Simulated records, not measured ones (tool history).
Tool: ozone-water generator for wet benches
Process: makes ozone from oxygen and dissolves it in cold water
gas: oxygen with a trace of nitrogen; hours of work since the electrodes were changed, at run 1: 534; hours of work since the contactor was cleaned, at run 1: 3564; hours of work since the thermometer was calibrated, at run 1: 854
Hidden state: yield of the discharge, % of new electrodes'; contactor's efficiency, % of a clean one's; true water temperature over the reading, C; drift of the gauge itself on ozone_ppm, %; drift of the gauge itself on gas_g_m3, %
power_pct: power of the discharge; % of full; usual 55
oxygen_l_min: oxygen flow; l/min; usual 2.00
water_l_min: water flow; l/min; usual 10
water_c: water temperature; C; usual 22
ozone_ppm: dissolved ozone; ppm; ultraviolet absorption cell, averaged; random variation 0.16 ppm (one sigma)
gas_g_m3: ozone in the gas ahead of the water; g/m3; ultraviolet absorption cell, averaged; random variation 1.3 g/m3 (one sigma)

run	day	power_pct	oxygen_l_min	water_l_min	water_c	hours of work since the electrodes were changed	hours of work since the contactor was cleaned	hours of work since the thermometer was calibrated	ozone_ppm	gas_g_m3
1	0.000	55	2.00	10	22	534	3564	854	20.2	232.2
2	2.479	55	2.00	10	22	571	3600	891	20.2	230.0
3	5.471	55	2.00	10	22	614	3643	934	20.0	229.7
4	7.183	55	2.00	10	22	639	3668	959	19.8	231.7
5	10.071	55	2.00	10	22	681	3711	1001	20.4	230.0
6	13.500	55	2.00	10	17	731	3761	1051	21.6	230.3
7	17.362	55	2.00	10	17	788	3817	1108	21.5	232.1
8	19.258	55	2.00	10	17	815	3845	1135	21.7	232.0
9	22.217	55	2.00	10	17	859	3888	1179	21.7	231.0
10	25.475	55	2.00	10	17	906	3935	1226	21.4	228.3
11	27.621	55	2.00	7	22	937	3967	1257	25.7	229.1
12	31.783	55	2.00	10	21	998	4027	1318	20.4	229.5
13	34.346	100	3.47	7	22	1036	4065	1356	36.4	256.0
14	38.517	62	3.47	7	22	1096	4126	1416	26.2	183.9
15	40.612	65	3.18	7	22	1127	4156	1447	27.4	198.0
16	43.708	42	1.86	8	27	1172	4201	1492	18.6	198.3
17	47.367	89	1.86	8	27	1225	4255	1546	30.3	331.6
18	49.542	89	1.86	8	27	1257	4286	1577	30.6	328.6
19	51.525	55	2.55	15	22	1286	4315	1606	14.7	199.0
20	53.300	75	1.44	10	22	1312	4341	1632	24.2	337.2
21	55.554	44	3.50	7	25	1345	4374	1665	19.4	143.3
22	58.188	55	1.16	10	28	1383	4413	1703	17.6	310.2
23	62.304	55	1.16	10	28	1443	4473	1763	17.9	311.6

4 ways to go on from here, each from the tool as it stands after run 23. What would each give?
A	65.292	69	1.16	10	28	1487	4516	1807	?	?
B	65.292	55	1.16	10	18	1487	4516	1807	?	?
C	65.292	44	1.16	14	15	1487	4516	1807	?	?
D	65.292	55	2.61	16	28	1487	4516	1807	?	?

run	ozone_ppm	gas_g_m3
A	20.6	358.6
B	19.6	308.0
C	12.4	265.1
D	12.7	197.1
Without the tool's hidden state the same runs would have given:
run	ozone_ppm	gas_g_m3
A	21.8	365.4
B	20.7	312.9
C	13.1	268.6
D	13.4	200.2

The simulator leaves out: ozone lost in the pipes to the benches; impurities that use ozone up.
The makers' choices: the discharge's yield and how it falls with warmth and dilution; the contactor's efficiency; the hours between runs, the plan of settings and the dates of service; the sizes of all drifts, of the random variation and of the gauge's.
